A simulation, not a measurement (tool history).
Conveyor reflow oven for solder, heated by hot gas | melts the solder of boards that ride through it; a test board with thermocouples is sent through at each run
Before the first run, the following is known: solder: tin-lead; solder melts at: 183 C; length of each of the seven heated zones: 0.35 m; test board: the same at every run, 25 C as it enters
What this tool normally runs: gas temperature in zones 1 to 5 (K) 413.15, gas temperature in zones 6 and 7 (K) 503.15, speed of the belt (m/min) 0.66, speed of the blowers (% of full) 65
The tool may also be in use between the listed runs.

run,hour,gas temperature in zones 1 to 5 (K),gas temperature in zones 6 and 7 (K),speed of the belt (m/min),speed of the blowers (% of full),highest temperature of the board (K),time above the solder's melting point (s)
1,0,413.15,503.15,0.66,65,481.35,40.75
2,6.4,418.15,503.15,0.66,65,482.48,43.26
3,16.9,413.15,495.15,0.66,65,474.88,34.32
4,24.4,413.15,495.15,0.66,65,474.88,34.36
5,34.9,413.15,495.15,0.66,65,474.8,34.13
6,43.6,413.15,495.15,0.66,65,474.8,34.17
7,52.6,413.15,495.15,0.66,65,474.85,34.22
# hour 57.6: belt drive overhauled, speed set with a stopwatch
8,67.2,413.15,495.15,0.66,65,474.91,34.32
9,78.2,413.15,495.15,0.66,65,474.83,34.29
10,90.7,413.15,503.15,0.66,74,484.24,43.68
11,100.3,413.15,503.15,0.66,74,484.42,43.8
12,110.3,401.15,495.15,0.712,65,468.99,21.66
13,121,401.15,495.15,0.712,50,461.7,9.83
14,126.4,401.15,495.15,0.712,50,461.78,10.04
# hour 137.3: belt drive overhauled, speed set with a stopwatch, once more
15,139.3,425.15,501.15,0.685,72,482.99,44.6
16,149.5,413.15,491.15,0.66,72,473.51,33.03
17,156.1,415.15,503.15,0.688,87,486.42,44.23
18,164.3,415.15,503.15,0.659,87,487.62,47.29

Below are 4 alternative next runs, each starting from the tool's condition after run 18. Predict each:
# hour 171.4: flux residue cleaned out of gas plates and filters
A,180.5,417.15,503.15,0.66,65,?,?
# hour 171.4: flux residue cleaned out of gas plates and filters
B,180.5,413.15,515.15,0.66,65,?,?
# hour 171.4: flux residue cleaned out of gas plates and filters
C,180.5,421.15,503.15,0.66,65,?,?
# hour 171.4: flux residue cleaned out of gas plates and filters
D,180.5,415.15,503.15,0.659,82,?,?

run,highest temperature of the board (K),time above the solder's melting point (s)
A,482.42,42.64
B,491.24,47.85
C,483.37,44.94
D,487.12,46.9
With no hidden state in the tool, these same runs would have given:
run,highest temperature of the board (K),time above the solder's melting point (s)
A,483.46,43.52
B,492.32,48.56
C,484.4,45.78
D,488.23,47.66
